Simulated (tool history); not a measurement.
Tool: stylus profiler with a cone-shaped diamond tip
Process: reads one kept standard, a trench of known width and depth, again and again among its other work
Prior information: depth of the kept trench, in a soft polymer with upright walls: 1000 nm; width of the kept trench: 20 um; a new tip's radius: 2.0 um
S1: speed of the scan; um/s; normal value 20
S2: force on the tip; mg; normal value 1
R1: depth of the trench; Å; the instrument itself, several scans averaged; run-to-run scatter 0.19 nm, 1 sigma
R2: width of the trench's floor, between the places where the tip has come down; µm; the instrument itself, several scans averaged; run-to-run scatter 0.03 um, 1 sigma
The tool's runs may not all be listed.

run,hour,S1,S2,R1,R2
1,0,20,1,10066.8,16.02
2,63.5,20,1,10069.6,15.8
3,98,20,1,10067.6,15.64
4,145.9,20,1,10070.5,15.46
5,205.1,20,0.45,10041.8,15.28
6,268.3,20,1,10072,15.15
7,298.3,20,1,10071.8,15.03
8,345.4,20,1,10069.1,14.94
9,382.7,20,1,10073,14.79
10,442.8,24,0.91,10072.6,14.63
# hour 448.6: height scale calibrated on a step standard
11,490.4,20,0.58,10063.5,14.5
12,538,71,0.58,10061.7,13.91
13,575,71,0.58,10063.7,13.76
14,602.9,7,0.91,10080,14.34
# hour 609.5: height scale calibrated on a step standard, once more
15,660.8,39,1.01,10063.9,13.97

Consider 3 possible next runs. They are alternatives, not a sequence: every one starts from the tool as it was left by run 15. What does each give?
A,727,15,0.7,?,?
B,727,20,0.51,?,?
C,727,20,0.49,?,?

run,R1,R2
A,10047.7,13.96
B,10038.8,13.84
C,10039.8,13.91
Without the tool's hidden state the same runs would have given:
run,R1,R2
A,10048.3,16.4
B,10039.4,16.29
C,10040.4,16.35
